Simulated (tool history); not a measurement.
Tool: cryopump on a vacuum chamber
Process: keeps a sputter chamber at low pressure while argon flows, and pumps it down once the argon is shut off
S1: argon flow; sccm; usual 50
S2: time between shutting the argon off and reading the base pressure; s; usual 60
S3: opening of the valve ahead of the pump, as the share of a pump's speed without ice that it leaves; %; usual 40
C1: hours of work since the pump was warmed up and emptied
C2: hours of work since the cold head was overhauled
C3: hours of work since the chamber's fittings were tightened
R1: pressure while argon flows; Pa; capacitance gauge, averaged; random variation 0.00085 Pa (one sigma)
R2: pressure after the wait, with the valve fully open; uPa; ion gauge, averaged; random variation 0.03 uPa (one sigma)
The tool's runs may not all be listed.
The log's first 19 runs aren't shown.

Run 20, hour 1026.9: usual settings but S2 114 s, S3 15 %; C1 287; C2 1459; C3 370. Result: R1 0.4792 Pa, R2 1.23 uPa.
Run 21, hour 1059.8: usual settings but S1 79 sccm, S2 244 s, S3 15 %; C1 312; C2 1485; C3 395. Result: R1 0.7617 Pa, R2 0.87 uPa.
Run 22, hour 1108.6: usual settings but S2 114 s, S3 27 %; C1 350; C2 1523; C3 433. Result: R1 0.2842 Pa, R2 1.30 uPa.
At hour 1134.1: pump warmed up, emptied and cooled again.
Run 23, hour 1176.9: usual settings but S1 43 sccm, S2 28 s, S3 20 %; C1 33; C2 1572; C3 482. Result: R1 0.2960 Pa, R2 3.20 uPa.
Run 24, hour 1223.8: usual settings but S1 43 sccm, S2 28 s, S3 20 %; C1 69; C2 1608; C3 518. Result: R1 0.3002 Pa, R2 3.25 uPa.
Run 25, hour 1258.9: usual settings but S3 16 %; C1 97; C2 1635; C3 545. Result: R1 0.4335 Pa, R2 1.81 uPa.
Run 26, hour 1309.2: usual settings but S3 16 %; C1 136; C2 1674; C3 584. Result: R1 0.4366 Pa, R2 1.83 uPa.
Run 27, hour 1368.2: usual settings but S1 39 sccm, S2 61 s, S3 30 %; C1 181; C2 1720; C3 630. Result: R1 0.1894 Pa, R2 1.88 uPa.
Run 28, hour 1416.8: usual settings but S2 80 s; C1 219; C2 1757; C3 667. Result: R1 0.1884 Pa, R2 1.58 uPa.
Run 29, hour 1455.5: usual settings but S1 55 sccm; C1 249; C2 1787; C3 697. Result: R1 0.2104 Pa, R2 2.00 uPa.
Run 30, hour 1501.5: usual settings but S1 30 sccm, S2 61 s, S3 43 %; C1 284; C2 1823; C3 733. Result: R1 0.1091 Pa, R2 1.92 uPa.

The next listed run, before its measurement:
Run 31, hour 1549.5: usual settings but S1 30 sccm, S2 61 s, S3 43 %; C1 321; C2 1860; C3 770. Result: R1 ?, R2 ?.

R1: 0.1118 Pa
R2: 2.08 uPa
Without the tool's hidden state the same run would have given R1 0.0948 Pa, R2 1.54 uPa.

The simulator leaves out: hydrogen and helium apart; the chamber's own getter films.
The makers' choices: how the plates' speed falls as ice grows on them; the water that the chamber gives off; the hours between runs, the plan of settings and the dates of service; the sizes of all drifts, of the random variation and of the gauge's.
